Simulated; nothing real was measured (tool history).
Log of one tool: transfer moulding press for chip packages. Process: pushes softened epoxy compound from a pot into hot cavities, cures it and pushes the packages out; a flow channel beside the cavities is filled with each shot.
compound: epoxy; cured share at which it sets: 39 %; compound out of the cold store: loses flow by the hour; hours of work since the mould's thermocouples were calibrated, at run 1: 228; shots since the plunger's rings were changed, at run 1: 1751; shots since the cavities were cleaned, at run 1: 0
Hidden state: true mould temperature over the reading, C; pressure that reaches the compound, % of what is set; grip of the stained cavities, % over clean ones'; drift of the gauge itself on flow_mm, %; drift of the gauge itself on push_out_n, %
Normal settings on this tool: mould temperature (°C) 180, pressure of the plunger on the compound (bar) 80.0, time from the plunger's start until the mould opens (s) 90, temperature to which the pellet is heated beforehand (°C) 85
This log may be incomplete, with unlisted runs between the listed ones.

run,hour,mould temperature (°C),pressure of the plunger on the compound (bar),time from the plunger's start until the mould opens (s),temperature to which the pellet is heated beforehand (°C),hours of work since the mould's thermocouples were calibrated,shots since the plunger's rings were changed,shots since the cavities were cleaned,incoming compound's hours out of the cold store,length that the compound runs in the flow channel (mm),greatest force on the pins that push the packages out (N)
1,0.0,180,80.0,90,85,228,1751,0,27.4,615,173
2,50.3,176,80.0,90,85,258,2291,540,23.3,617,222
# hour 88.5: cavities cleaned with cleaning compound and waxed
3,92.6,176,80.0,90,85,283,2728,44,28.2,618,200
4,131.3,180,66.5,90,85,306,3144,460,37.4,539,184
# hour 139.0: plunger's sealing rings changed
# hour 180.2: cavities cleaned with cleaning compound and waxed
5,191.0,180,66.5,90,85,339,541,115,34.5,546,174
6,221.8,180,73.2,90,85,358,872,446,20.5,598,169
# hour 269.3: cavities cleaned with cleaning compound and waxed
7,289.2,180,73.2,90,85,397,1579,213,33.1,570,177
8,348.2,180,70.6,90,85,432,2213,847,29.3,563,182
# hour 356.0: cavities cleaned with cleaning compound and waxed
9,407.9,180,62.1,90,85,467,2836,556,32.7,525,179
10,439.1,180,62.1,90,85,486,3172,892,14.0,561,174
# hour 444.8: plunger's sealing rings changed
# hour 446.3: cavities cleaned with cleaning compound and waxed
11,484.1,180,80.0,90,85,511,405,405,40.1,586,184
# hour 533.9: cavities cleaned with cleaning compound and waxed
12,537.1,180,80.0,90,85,541,958,35,30.9,603,183
13,572.5,180,80.0,86,85,563,1337,414,44.5,580,178
# hour 624.7: cavities cleaned with cleaning compound and waxed
14,629.6,188,80.0,86,80,596,1934,53,30.7,590,160
15,678.3,178,80.0,123,94,625,2457,576,38.7,588,154
16,707.4,183,65.8,122,93,643,2769,888,10.6,574,164
# hour 713.8: cavities cleaned with cleaning compound and waxed
# hour 752.8: plunger's sealing rings changed
17,770.4,183,65.8,122,93,678,189,581,25.1,554,165
# hour 806.5: cavities cleaned with cleaning compound and waxed
18,828.7,183,65.8,122,93,712,798,238,25.3,559,154
19,885.6,183,65.8,122,93,746,1409,849,22.5,561,159
# hour 895.0: cavities cleaned with cleaning compound and waxed
20,941.8,183,65.8,103,93,779,1996,502,22.6,563,159
# hour 965.3: mould's thermocouples calibrated
21,974.0,177,65.8,103,84,5,2320,826,37.4,540,178
# hour 984.5: cavities cleaned with cleaning compound and waxed
22,1025.9,183,65.8,103,89,35,2861,444,42.9,523,170
23,1054.6,183,65.8,103,89,53,3169,752,31.5,545,166

Run 24, settings as shown, results not yet in. Your forecast:
# hour 1062.2: plunger's sealing rings changed
# hour 1073.1: cavities cleaned with cleaning compound and waxed
24,1103.2,184,81.0,90,85,79,424,323,44.9,?,?

length that the compound runs in the flow channel (mm): 575
greatest force on the pins that push the packages out (N): 166
If the tool had no hidden condition, the same run with the same run-to-run variation would have returned length that the compound runs in the flow channel (mm) 575, greatest force on the pins that push the packages out (N) 165.
